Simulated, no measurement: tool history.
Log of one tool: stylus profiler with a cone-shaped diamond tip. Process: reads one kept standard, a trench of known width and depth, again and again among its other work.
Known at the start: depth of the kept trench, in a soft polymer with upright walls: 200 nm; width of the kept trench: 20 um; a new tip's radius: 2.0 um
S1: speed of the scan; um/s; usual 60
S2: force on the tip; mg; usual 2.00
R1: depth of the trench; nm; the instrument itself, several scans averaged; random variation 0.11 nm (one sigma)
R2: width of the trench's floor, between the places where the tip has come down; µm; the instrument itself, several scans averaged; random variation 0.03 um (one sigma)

{"run": 1, "hour": 0.0, "S1": 60, "S2": 2.0, "R1": 201.62, "R2": 17.2}
{"run": 2, "hour": 61.2, "S1": 60, "S2": 2.0, "R1": 201.87, "R2": 17.24}
{"run": 3, "hour": 200.2, "S1": 60, "S2": 5.54, "R1": 203.22, "R2": 17.21}
{"run": 4, "hour": 276.9, "S1": 60, "S2": 5.54, "R1": 203.19, "R2": 17.1}
{"run": 5, "hour": 338.9, "S1": 60, "S2": 5.54, "R1": 203.16, "R2": 17.13}
{"run": 6, "hour": 449.7, "S1": 22, "S2": 5.54, "R1": 203.05, "R2": 17.11}
{"run": 7, "hour": 555.3, "S1": 22, "S2": 5.54, "R1": 203.35, "R2": 17.11}
{"run": 8, "hour": 689.6, "S1": 22, "S2": 5.54, "R1": 203.31, "R2": 17.05}
{"run": 9, "hour": 825.5, "S1": 60, "S2": 3.21, "R1": 202.61, "R2": 16.82}
{"run": 10, "hour": 938.2, "S1": 60, "S2": 3.21, "R1": 202.53, "R2": 16.75}
{"run": 11, "hour": 1001.4, "S1": 60, "S2": 3.21, "R1": 202.65, "R2": 16.75}
{"run": 12, "hour": 1137.3, "S1": 60, "S2": 3.21, "R1": 202.72, "R2": 16.71}
{"run": 13, "hour": 1231.3, "S1": 60, "S2": 1.87, "R1": 202.1, "R2": 16.58}
{"hour": 1355.0, "done": "new tip fitted, height scale calibrated"}
{"run": 14, "hour": 1356.1, "S1": 60, "S2": 1.87, "R1": 201.48, "R2": 17.94}
{"run": 15, "hour": 1480.3, "S1": 60, "S2": 1.87, "R1": 201.53, "R2": 17.9}
{"run": 16, "hour": 1591.3, "S1": 60, "S2": 1.87, "R1": 201.42, "R2": 17.8}
{"run": 17, "hour": 1733.9, "S1": 60, "S2": 2.0, "R1": 201.73, "R2": 17.73}
{"run": 18, "hour": 1820.2, "S1": 60, "S2": 2.0, "R1": 201.6, "R2": 17.61}
{"run": 19, "hour": 1955.7, "S1": 60, "S2": 2.0, "R1": 201.74, "R2": 17.57}
{"run": 20, "hour": 2078.3, "S1": 60, "S2": 2.0, "R1": 201.81, "R2": 17.5}
{"run": 21, "hour": 2170.1, "S1": 60, "S2": 2.0, "R1": 201.67, "R2": 17.36}
{"run": 22, "hour": 2262.4, "S1": 60, "S2": 2.0, "R1": 201.49, "R2": 17.32}
{"run": 23, "hour": 2389.6, "S1": 60, "S2": 2.0, "R1": 201.76, "R2": 17.22}
{"run": 24, "hour": 2511.2, "S1": 60, "S2": 2.0, "R1": 201.81, "R2": 17.21}
{"run": 25, "hour": 2572.3, "S1": 182, "S2": 1.75, "R1": 201.53, "R2": 16.51}
{"run": 26, "hour": 2718.1, "S1": 18, "S2": 2.73, "R1": 202.3, "R2": 17.29}
{"run": 27, "hour": 2835.4, "S1": 29, "S2": 2.33, "R1": 202.12, "R2": 17.22}
{"run": 28, "hour": 2959.1, "S1": 30, "S2": 0.87, "R1": 201.39, "R2": 17.02}
{"run": 29, "hour": 3062.9, "S1": 30, "S2": 0.87, "R1": 201.15, "R2": 16.93}
{"run": 30, "hour": 3133.8, "S1": 204, "S2": 1.88, "R1": 201.92, "R2": 16.14}
{"run": 31, "hour": 3221.6, "S1": 135, "S2": 3.05, "R1": 202.53, "R2": 16.51}
{"run": 32, "hour": 3288.1, "S1": 16, "S2": 2.11, "R1": 202.04, "R2": 16.91}
{"hour": 3300.9, "done": "height scale calibrated on a step standard"}
{"run": 33, "hour": 3370.4, "S1": 142, "S2": 4.13, "R1": 203.11, "R2": 16.57}
{"run": 34, "hour": 3508.5, "S1": 142, "S2": 4.13, "R1": 203.18, "R2": 16.53}
{"run": 35, "hour": 3643.4, "S1": 24, "S2": 2.23, "R1": 202.43, "R2": 16.79}
{"hour": 3738.1, "done": "new tip fitted, height scale calibrated"}
{"run": 36, "hour": 3772.9, "S1": 24, "S2": 2.23, "R1": 201.6, "R2": 18.09}
{"run": 37, "hour": 3853.9, "S1": 197, "S2": 1.39, "R1": 201.3, "R2": 17.09}
{"run": 38, "hour": 3923.5, "S1": 179, "S2": 3.04, "R1": 202.19, "R2": 17.41}
{"run": 39, "hour": 3994.2, "S1": 170, "S2": 1.29, "R1": 201.16, "R2": 17.07}
{"run": 40, "hour": 4054.9, "S1": 24, "S2": 2.04, "R1": 201.5, "R2": 17.87}
{"hour": 4088.6, "done": "height scale calibrated on a step standard, once more"}
{"run": 41, "hour": 4188.7, "S1": 198, "S2": 2.83, "R1": 201.64, "R2": 17.15}
{"run": 42, "hour": 4258.0, "S1": 198, "S2": 2.83, "R1": 201.69, "R2": 17.09}
{"run": 43, "hour": 4344.6, "S1": 198, "S2": 2.83, "R1": 202.08, "R2": 17.06}
{"run": 44, "hour": 4485.1, "S1": 18, "S2": 1.84, "R1": 201.56, "R2": 17.64}
{"run": 45, "hour": 4609.0, "S1": 18, "S2": 1.84, "R1": 201.63, "R2": 17.49}
{"run": 46, "hour": 4693.9, "S1": 41, "S2": 1.57, "R1": 201.34, "R2": 17.33}

Forecast each of these 3 alternatives for the next run:
{"run": "A", "hour": 4789.2, "S1": 60, "S2": 0.99, "R1": "?", "R2": "?"}
{"run": "B", "hour": 4789.2, "S1": 18, "S2": 2.0, "R1": "?", "R2": "?"}
{"run": "C", "hour": 4789.2, "S1": 35, "S2": 2.0, "R1": "?", "R2": "?"}

run=A R1=201.23 R2=17.09
run=B R1=201.68 R2=17.38
run=C R1=201.58 R2=17.32
Without the tool's hidden state the same runs would have given:
run=A R1=201.01 R2=17.84
run=B R1=201.46 R2=18.12
run=C R1=201.36 R2=18.06
